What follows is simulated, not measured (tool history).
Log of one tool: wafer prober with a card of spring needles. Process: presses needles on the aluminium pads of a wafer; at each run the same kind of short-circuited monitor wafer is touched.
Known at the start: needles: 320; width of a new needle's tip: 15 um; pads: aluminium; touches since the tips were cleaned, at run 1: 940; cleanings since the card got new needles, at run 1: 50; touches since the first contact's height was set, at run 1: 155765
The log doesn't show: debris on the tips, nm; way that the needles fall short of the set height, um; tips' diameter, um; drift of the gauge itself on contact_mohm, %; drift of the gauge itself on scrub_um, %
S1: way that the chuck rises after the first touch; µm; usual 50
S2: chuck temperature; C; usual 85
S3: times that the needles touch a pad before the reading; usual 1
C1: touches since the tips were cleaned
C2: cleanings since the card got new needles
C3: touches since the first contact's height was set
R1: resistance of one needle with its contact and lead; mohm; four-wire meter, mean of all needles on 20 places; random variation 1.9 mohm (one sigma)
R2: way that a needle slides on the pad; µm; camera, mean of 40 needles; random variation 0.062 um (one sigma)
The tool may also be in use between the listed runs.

| run | hour | S1 | S2 | S3 | C1 | C2 | C3 | R1 | R2 |
|---|---|---|---|---|---|---|---|---|---|
| 1 | 0.0 | 50 | 85 | 1 | 940 | 50 | 155765 | 225 | 13.07 |
|  | 7.8 | tips cleaned on abrasive film |
| 2 | 9.0 | 50 | 85 | 1 | 309 | 51 | 158048 | 215 | 12.93 |
| 3 | 16.7 | 50 | 85 | 1 | 2304 | 51 | 160043 | 237 | 12.92 |
|  | 19.2 | tips cleaned on abrasive film |
| 4 | 28.9 | 50 | 85 | 1 | 2492 | 52 | 163145 | 238 | 13.06 |
|  | 30.6 | tips cleaned on abrasive film |
| 5 | 39.0 | 50 | 85 | 1 | 2162 | 53 | 165729 | 232 | 12.89 |
|  | 41.5 | tips cleaned on abrasive film |
|  | 52.8 | tips cleaned on abrasive film |
| 6 | 54.7 | 50 | 85 | 1 | 486 | 55 | 169720 | 218 | 13.02 |
|  | 63.7 | tips cleaned on abrasive film |
| 7 | 68.7 | 50 | 85 | 1 | 1271 | 56 | 173297 | 228 | 12.96 |
|  | 74.9 | tips cleaned on abrasive film |
| 8 | 76.6 | 50 | 85 | 1 | 443 | 57 | 175315 | 220 | 12.92 |
|  | 85.7 | tips cleaned on abrasive film |
| 9 | 90.2 | 50 | 85 | 1 | 1163 | 58 | 178796 | 231 | 12.87 |
|  | 97.2 | tips cleaned on abrasive film |
| 10 | 97.8 | 44 | 85 | 1 | 145 | 59 | 180707 | 217 | 11.22 |
|  | 108.4 | tips cleaned on abrasive film |
| 11 | 109.4 | 44 | 85 | 1 | 261 | 60 | 183678 | 223 | 11.19 |
| 12 | 117.2 | 44 | 85 | 1 | 2278 | 60 | 185695 | 251 | 11.06 |
|  | 120.7 | tips cleaned on abrasive film |
| 13 | 128.5 | 44 | 85 | 1 | 2011 | 61 | 188575 | 244 | 11.10 |
|  | 132.0 | tips cleaned on abrasive film |
|  | 144.2 | tips cleaned on abrasive film |
| 14 | 145.3 | 44 | 85 | 1 | 295 | 63 | 192856 | 222 | 11.16 |
| 15 | 152.5 | 44 | 85 | 1 | 2144 | 63 | 194705 | 248 | 11.23 |
|  | 156.2 | tips cleaned on abrasive film |
| 16 | 163.0 | 50 | 85 | 1 | 1762 | 64 | 197393 | 233 | 12.76 |
|  | 164.7 | height of the first contact set anew |
|  | 167.7 | tips cleaned on abrasive film |
| 17 | 178.1 | 50 | 85 | 1 | 2666 | 65 | 3407 | 243 | 12.64 |
|  | 178.9 | tips cleaned on abrasive film |
| 18 | 188.1 | 34 | 49 | 1 | 2372 | 66 | 5973 | 283 | 8.16 |
|  | 189.8 | tips cleaned on abrasive film |
|  | 198.8 | height of the first contact set anew, once more |
|  | 201.2 | tips cleaned on abrasive film |
| 19 | 204.0 | 34 | 49 | 1 | 713 | 68 | 1309 | 232 | 9.32 |
|  | 213.0 | tips cleaned on abrasive film |
| 20 | 219.2 | 36 | 65 | 2 | 1597 | 69 | 5206 | 231 | 9.82 |
|  | 224.1 | tips cleaned on abrasive film |
| 21 | 226.3 | 40 | 96 | 2 | 557 | 70 | 7003 | 229 | 11.01 |
|  | 235.2 | tips cleaned on abrasive film |
| 22 | 238.4 | 40 | 96 | 2 | 848 | 71 | 10109 | 228 | 10.92 |
|  | 246.6 | tips cleaned on abrasive film |
| 23 | 253.2 | 38 | 85 | 1 | 1694 | 72 | 13883 | 251 | 10.46 |
|  | 257.4 | tips cleaned on abrasive film |
| 24 | 260.5 | 38 | 85 | 1 | 799 | 73 | 15750 | 235 | 10.29 |
|  | 269.3 | tips cleaned on abrasive film |
| 25 | 270.0 | 38 | 85 | 1 | 184 | 74 | 18153 | 225 | 10.30 |
|  | 280.5 | tips cleaned on abrasive film |
| 26 | 281.6 | 35 | 27 | 1 | 280 | 75 | 21110 | 218 | 9.47 |
|  | 291.3 | tips cleaned on abrasive film |
| 27 | 298.4 | 35 | 27 | 1 | 1816 | 76 | 25408 | 250 | 9.40 |
|  | 302.8 | tips cleaned on abrasive film |
| 28 | 307.1 | 59 | 56 | 3 | 1105 | 77 | 27643 | 204 | 15.99 |
|  | 313.8 | tips cleaned on abrasive film |
| 29 | 324.2 | 36 | 119 | 2 | 2675 | 78 | 32022 | 256 | 9.78 |
|  | 325.6 | tips cleaned on abrasive film |
|  | 337.0 | tips cleaned on abrasive film |
| 30 | 337.2 | 36 | 119 | 2 | 49 | 80 | 35306 | 230 | 9.72 |
|  | 348.8 | tips cleaned on abrasive film |
| 31 | 350.2 | 32 | 119 | 2 | 345 | 81 | 38624 | 235 | 8.59 |
| 32 | 358.2 | 32 | 95 | 1 | 2409 | 81 | 40688 | 289 | 8.62 |
|  | 360.7 | tips cleaned on abrasive film |
| 33 | 370.9 | 48 | 85 | 1 | 2637 | 82 | 43948 | 240 | 13.14 |
|  | 371.8 | tips cleaned on abrasive film |
|  | 382.6 | tips cleaned on abrasive film |
| 34 | 382.6 | 37 | 26 | 1 | 0 | 84 | 46902 | 209 | 9.97 |

How the hidden state differs across the entries between the runs, from the last listed run before each to the first after it:
Between runs 1 and 2: tips cleaned on abrasive film (hour 7.8)
  debris on the tips, nm: 13 -> 6.9; way that the needles fall short of the set height, um: 2.7 -> 2.74; tips' diameter, um: 15.94 -> 15.96
  measured less the result without the state, R1: +14 -> +9 mohm; R2: -0.74 -> -0.75 µm
Between runs 3 and 4: tips cleaned on abrasive film (hour 19.2)
  debris on the tips, nm: 28.2 -> 27.2; way that the needles fall short of the set height, um: 2.74 -> 2.8; tips' diameter, um: 15.96 -> 15.98
  measured less the result without the state, R1: +28 -> +28 mohm; R2: -0.75 -> -0.77 µm
Between runs 4 and 5: tips cleaned on abrasive film (hour 30.6)
  debris on the tips, nm: 27.2 -> 25.3; way that the needles fall short of the set height, um: 2.8 -> 2.86; tips' diameter, um: 15.98 -> 16
  measured less the result without the state, R1: +28 -> +25 mohm; R2: -0.77 -> -0.78 µm
Between runs 5 and 6: tips cleaned on abrasive film (hour 41.5); tips cleaned on abrasive film (hour 52.8)
  debris on the tips, nm: 25.3 -> 10; way that the needles fall short of the set height, um: 2.86 -> 2.97; tips' diameter, um: 16 -> 16.04
  measured less the result without the state, R1: +25 -> +12 mohm; R2: -0.78 -> -0.82 µm
Between runs 6 and 7: tips cleaned on abrasive film (hour 63.7)
  debris on the tips, nm: 10 -> 17.1; way that the needles fall short of the set height, um: 2.97 -> 3.03; tips' diameter, um: 16.04 -> 16.06
  measured less the result without the state, R1: +12 -> +18 mohm; R2: -0.82 -> -0.84 µm
Between runs 7 and 8: tips cleaned on abrasive film (hour 74.9)
  debris on the tips, nm: 17.1 -> 9.6; way that the needles fall short of the set height, um: 3.03 -> 3.09; tips' diameter, um: 16.06 -> 16.08
  measured less the result without the state, R1: +18 -> +12 mohm; R2: -0.84 -> -0.85 µm
Between runs 8 and 9: tips cleaned on abrasive film (hour 85.7)
  debris on the tips, nm: 9.6 -> 16.9; way that the needles fall short of the set height, um: 3.09 -> 3.15; tips' diameter, um: 16.08 -> 16.1
  measured less the result without the state, R1: +12 -> +19 mohm; R2: -0.85 -> -0.86 µm
Between runs 9 and 10: tips cleaned on abrasive film (hour 97.2)
  debris on the tips, nm: 16.9 -> 3.4; way that the needles fall short of the set height, um: 3.15 -> 3.21; tips' diameter, um: 16.1 -> 16.12
  measured less the result without the state, R1: +19 -> +7 mohm; R2: -0.86 -> -0.88 µm
Between runs 10 and 11: tips cleaned on abrasive film (hour 108.4)
  debris on the tips, nm: 3.4 -> 6.6; way that the needles fall short of the set height, um: 3.21 -> 3.26; tips' diameter, um: 16.12 -> 16.14
  measured less the result without the state, R1: +7 -> +11 mohm; R2: -0.88 -> -0.89 µm
Between runs 12 and 13: tips cleaned on abrasive film (hour 120.7)
  debris on the tips, nm: 28.6 -> 24.7; way that the needles fall short of the set height, um: 3.26 -> 3.32; tips' diameter, um: 16.14 -> 16.16
  measured less the result without the state, R1: +38 -> +34 mohm; R2: -0.89 -> -0.90 µm
Between runs 13 and 14: tips cleaned on abrasive film (hour 132.0); tips cleaned on abrasive film (hour 144.2)
  debris on the tips, nm: 24.7 -> 7.8; way that the needles fall short of the set height, um: 3.32 -> 3.43; tips' diameter, um: 16.16 -> 16.2
  measured less the result without the state, R1: +34 -> +13 mohm; R2: -0.90 -> -0.94 µm
Between runs 15 and 16: tips cleaned on abrasive film (hour 156.2)
  debris on the tips, nm: 28.5 -> 22.9; way that the needles fall short of the set height, um: 3.43 -> 3.48; tips' diameter, um: 16.2 -> 16.22
  measured less the result without the state, R1: +39 -> +25 mohm; R2: -0.95 -> -0.95 µm
Between runs 16 and 17: height of the first contact set anew (hour 164.7); tips cleaned on abrasive film (hour 167.7)
  debris on the tips, nm: 22.9 -> 31; way that the needles fall short of the set height, um: 3.48 -> 4.31; tips' diameter, um: 16.22 -> 16.24
  measured less the result without the state, R1: +25 -> +34 mohm; R2: -0.95 -> -1.19 µm
Between runs 17 and 18: tips cleaned on abrasive film (hour 178.9)
  debris on the tips, nm: 31 -> 29.4; way that the needles fall short of the set height, um: 4.31 -> 4.37; tips' diameter, um: 16.24 -> 16.26
  measured less the result without the state, R1: +34 -> +76 mohm; R2: -1.19 -> -1.20 µm
Between runs 18 and 19: tips cleaned on abrasive film (hour 189.8); height of the first contact set anew, once more (hour 198.8); tips cleaned on abrasive film (hour 201.2)
  debris on the tips, nm: 29.4 -> 13.1; way that the needles fall short of the set height, um: 4.37 -> 0.05; tips' diameter, um: 16.26 -> 16.29
  measured less the result without the state, R1: +76 -> +26 mohm; R2: -1.20 -> -0.01 µm
Between runs 19 and 20: tips cleaned on abrasive film (hour 213.0)
  debris on the tips, nm: 13.1 -> 21.1; way that the needles fall short of the set height, um: 0.05 -> 0.1; tips' diameter, um: 16.29 -> 16.31
  measured less the result without the state, R1: +26 -> +23 mohm; R2: -0.01 -> -0.03 µm
Between runs 20 and 21: tips cleaned on abrasive film (hour 224.1)
  debris on the tips, nm: 21.1 -> 10.5; way that the needles fall short of the set height, um: 0.1 -> 0.14; tips' diameter, um: 16.31 -> 16.33
  measured less the result without the state, R1: +23 -> +10 mohm; R2: -0.03 -> -0.04 µm
Between runs 21 and 22: tips cleaned on abrasive film (hour 235.2)
  debris on the tips, nm: 10.5 -> 13.3; way that the needles fall short of the set height, um: 0.14 -> 0.2; tips' diameter, um: 16.33 -> 16.35
  measured less the result without the state, R1: +10 -> +13 mohm; R2: -0.04 -> -0.05 µm
Between runs 22 and 23: tips cleaned on abrasive film (hour 246.6)
  debris on the tips, nm: 13.3 -> 23.3; way that the needles fall short of the set height, um: 0.2 -> 0.26; tips' diameter, um: 16.35 -> 16.37
  measured less the result without the state, R1: +13 -> +36 mohm; R2: -0.05 -> -0.07 µm
Between runs 23 and 24: tips cleaned on abrasive film (hour 257.4)
  debris on the tips, nm: 23.3 -> 12.4; way that the needles fall short of the set height, um: 0.26 -> 0.31; tips' diameter, um: 16.37 -> 16.39
  measured less the result without the state, R1: +36 -> +20 mohm; R2: -0.07 -> -0.09 µm
Between runs 24 and 25: tips cleaned on abrasive film (hour 269.3)
  debris on the tips, nm: 12.4 -> 4.7; way that the needles fall short of the set height, um: 0.31 -> 0.37; tips' diameter, um: 16.39 -> 16.41
  measured less the result without the state, R1: +20 -> +10 mohm; R2: -0.09 -> -0.10 µm
Between runs 25 and 26: tips cleaned on abrasive film (hour 280.5)
  debris on the tips, nm: 4.7 -> 5; way that the needles fall short of the set height, um: 0.37 -> 0.43; tips' diameter, um: 16.41 -> 16.43
  measured less the result without the state, R1: +10 -> +12 mohm; R2: -0.10 -> -0.12 µm
Between runs 26 and 27: tips cleaned on abrasive film (hour 291.3)
  debris on the tips, nm: 5 -> 23.1; way that the needles fall short of the set height, um: 0.43 -> 0.49; tips' diameter, um: 16.43 -> 16.45
  measured less the result without the state, R1: +12 -> +47 mohm; R2: -0.12 -> -0.13 µm
Between runs 27 and 28: tips cleaned on abrasive film (hour 302.8)
  debris on the tips, nm: 23.1 -> 15.1; way that the needles fall short of the set height, um: 0.49 -> 0.54; tips' diameter, um: 16.45 -> 16.47
  measured less the result without the state, R1: +47 -> +5 mohm; R2: -0.13 -> -0.15 µm
Between runs 28 and 29: tips cleaned on abrasive film (hour 313.8)
  debris on the tips, nm: 15.1 -> 30.3; way that the needles fall short of the set height, um: 0.54 -> 0.58; tips' diameter, um: 16.47 -> 16.48
  measured less the result without the state, R1: +5 -> +32 mohm; R2: -0.15 -> -0.16 µm
Between runs 29 and 30: tips cleaned on abrasive film (hour 325.6); tips cleaned on abrasive film (hour 337.0)
  debris on the tips, nm: 30.3 -> 3.8; way that the needles fall short of the set height, um: 0.58 -> 0.67; tips' diameter, um: 16.48 -> 16.51
  measured less the result without the state, R1: +32 -> +6 mohm; R2: -0.16 -> -0.18 µm
Between runs 30 and 31: tips cleaned on abrasive film (hour 348.8)
  debris on the tips, nm: 3.8 -> 7.7; way that the needles fall short of the set height, um: 0.67 -> 0.73; tips' diameter, um: 16.51 -> 16.53
  measured less the result without the state, R1: +6 -> +12 mohm; R2: -0.18 -> -0.20 µm
Between runs 32 and 33: tips cleaned on abrasive film (hour 360.7)
  debris on the tips, nm: 29.2 -> 29.7; way that the needles fall short of the set height, um: 0.73 -> 0.79; tips' diameter, um: 16.53 -> 16.55
  measured less the result without the state, R1: +66 -> +31 mohm; R2: -0.20 -> -0.22 µm
Between runs 33 and 34: tips cleaned on abrasive film (hour 371.8); tips cleaned on abrasive film (hour 382.6)
  debris on the tips, nm: 29.7 -> 2.3; way that the needles fall short of the set height, um: 0.79 -> 0.89; tips' diameter, um: 16.55 -> 16.59
  measured less the result without the state, R1: +31 -> +6 mohm; R2: -0.22 -> -0.24 µm
